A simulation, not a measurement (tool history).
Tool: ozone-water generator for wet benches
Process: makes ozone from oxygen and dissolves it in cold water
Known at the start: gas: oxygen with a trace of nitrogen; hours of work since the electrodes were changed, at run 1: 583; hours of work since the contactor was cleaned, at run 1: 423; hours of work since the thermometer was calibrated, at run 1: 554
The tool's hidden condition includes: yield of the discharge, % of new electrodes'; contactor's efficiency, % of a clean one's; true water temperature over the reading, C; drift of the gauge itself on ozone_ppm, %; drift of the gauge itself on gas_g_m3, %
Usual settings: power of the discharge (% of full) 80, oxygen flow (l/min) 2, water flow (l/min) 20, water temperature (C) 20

| run | hour | power of the discharge (% of full) | oxygen flow (l/min) | water flow (l/min) | water temperature (C) | hours of work since the electrodes were changed | hours of work since the contactor was cleaned | hours of work since the thermometer was calibrated | dissolved ozone (ppm) | ozone in the gas ahead of the water (g/m3) |
|---|---|---|---|---|---|---|---|---|---|---|
| 1 | 0 | 80 | 2 | 20 | 20 | 583 | 423 | 554 | 9.4 | 219.9 |
| 2 | 19.3 | 80 | 2 | 20 | 20 | 595 | 435 | 566 | 9.4 | 220.5 |
| 3 | 40.7 | 80 | 2 | 20 | 20 | 609 | 449 | 580 | 9.4 | 219.3 |
| 4 | 61.4 | 80 | 1.02 | 20 | 20 | 622 | 462 | 593 | 6.9 | 278.7 |
| 5 | 97 | 80 | 1.02 | 20 | 20 | 644 | 484 | 615 | 7.1 | 279.8 |
| 6 | 114.2 | 80 | 2 | 20 | 20 | 655 | 495 | 626 | 9.4 | 220.1 |
| 7 | 151.6 | 80 | 2 | 20 | 12 | 679 | 519 | 650 | 10 | 218.5 |
| 8 | 188.2 | 80 | 2 | 20 | 20 | 702 | 542 | 673 | 9.3 | 217.4 |
| 9 | 223.1 | 80 | 2 | 20 | 20 | 724 | 564 | 695 | 9.3 | 216.6 |
| 10 | 250 | 80 | 2 | 20 | 20 | 741 | 581 | 712 | 9.2 | 217 |
| 11 | 279.3 | 80 | 2 | 20 | 20 | 759 | 599 | 731 | 9.3 | 217.1 |
| 12 | 310.6 | 80 | 2 | 20 | 20 | 779 | 619 | 750 | 9.3 | 218.9 |
| 13 | 328.4 | 80 | 2 | 20 | 20 | 790 | 630 | 762 | 9.3 | 218.1 |
| 14 | 354.5 | 80 | 2 | 20 | 20 | 807 | 647 | 778 | 9.5 | 218 |
| 15 | 388.9 | 80 | 2 | 20 | 20 | 829 | 669 | 800 | 9.6 | 220.6 |
| 16 | 424.6 | 80 | 2 | 20 | 20 | 851 | 691 | 823 | 9.3 | 219.3 |
| 17 | 442.2 | 58 | 1.05 | 20 | 18 | 862 | 702 | 834 | 5.8 | 224.3 |
| 18 | 477.8 | 58 | 1.05 | 20 | 18 | 885 | 725 | 856 | 5.7 | 226.5 |
| 19 | 500.8 | 98 | 1.35 | 20 | 20 | 899 | 739 | 871 | 8.8 | 287.5 |
| 20 | 521.1 | 65 | 2.06 | 27 | 20 | 912 | 752 | 884 | 6.1 | 187.7 |
| 21 | 554.7 | 80 | 2 | 25 | 20 | 933 | 773 | 905 | 7.4 | 220.3 |
| 22 | 589.9 | 41 | 2 | 25 | 18 | 956 | 796 | 927 | 4.8 | 141.5 |
| 23 | 612.6 | 64 | 2 | 18 | 25 | 970 | 810 | 941 | 8.4 | 190.7 |
| 24 | 638.7 | 83 | 2 | 20 | 23 | 987 | 827 | 958 | 9.3 | 221.1 |
| 25 | 660 | 48 | 2 | 20 | 23 | 1000 | 840 | 971 | 6.3 | 155.4 |
| 26 | 688 | 48 | 2 | 20 | 23 | 1018 | 858 | 989 | 6.5 | 155.9 |
| 27 | 712.2 | 48 | 2 | 21 | 15 | 1033 | 873 | 1004 | 6.6 | 156.7 |
| 28 | 741.7 | 48 | 2 | 17 | 15 | 1052 | 892 | 1023 | 8.3 | 156.9 |
| 29 | 765.5 | 48 | 2 | 17 | 15 | 1067 | 907 | 1038 | 8.2 | 154.8 |
| 30 | 798.2 | 80 | 1.96 | 20 | 20 | 1087 | 927 | 1059 | 9.2 | 219.4 |
| 31 | 831.8 | 80 | 1.55 | 20 | 15 | 1109 | 949 | 1080 | 8.6 | 237.9 |
| 32 | 859.3 | 80 | 2 | 12 | 17 | 1126 | 966 | 1097 | 15.3 | 217.4 |

How would selected steps in dissolved ozone (ppm) from run to run divide? Give the signed amount a tool lacking its hidden state would still show from settings, what came in and random variation, and the signed amount left for the hidden state, including any gauge scatter that is not in both of the compared results.
Run 16 -> 17: power of the discharge (% of full) 80 -> 58, oxygen flow (l/min) 2 -> 1.05, water temperature (C) 20 -> 18. dissolved ozone (ppm) -3.5: hidden state +0.2, all else -3.7.
Run 21 -> 22: power of the discharge (% of full) 80 -> 41, water temperature (C) 20 -> 18. dissolved ozone (ppm) -2.6: hidden state +0.2, all else -2.8.
Run 22 -> 23: power of the discharge (% of full) 41 -> 64, water flow (l/min) 25 -> 18, water temperature (C) 18 -> 25. dissolved ozone (ppm) +3.6: hidden state -0.2, all else +3.8.
Run 31 -> 32: oxygen flow (l/min) 1.55 -> 2, water flow (l/min) 20 -> 12, water temperature (C) 15 -> 17. dissolved ozone (ppm) +6.7: hidden state -0.4, all else +7.1.

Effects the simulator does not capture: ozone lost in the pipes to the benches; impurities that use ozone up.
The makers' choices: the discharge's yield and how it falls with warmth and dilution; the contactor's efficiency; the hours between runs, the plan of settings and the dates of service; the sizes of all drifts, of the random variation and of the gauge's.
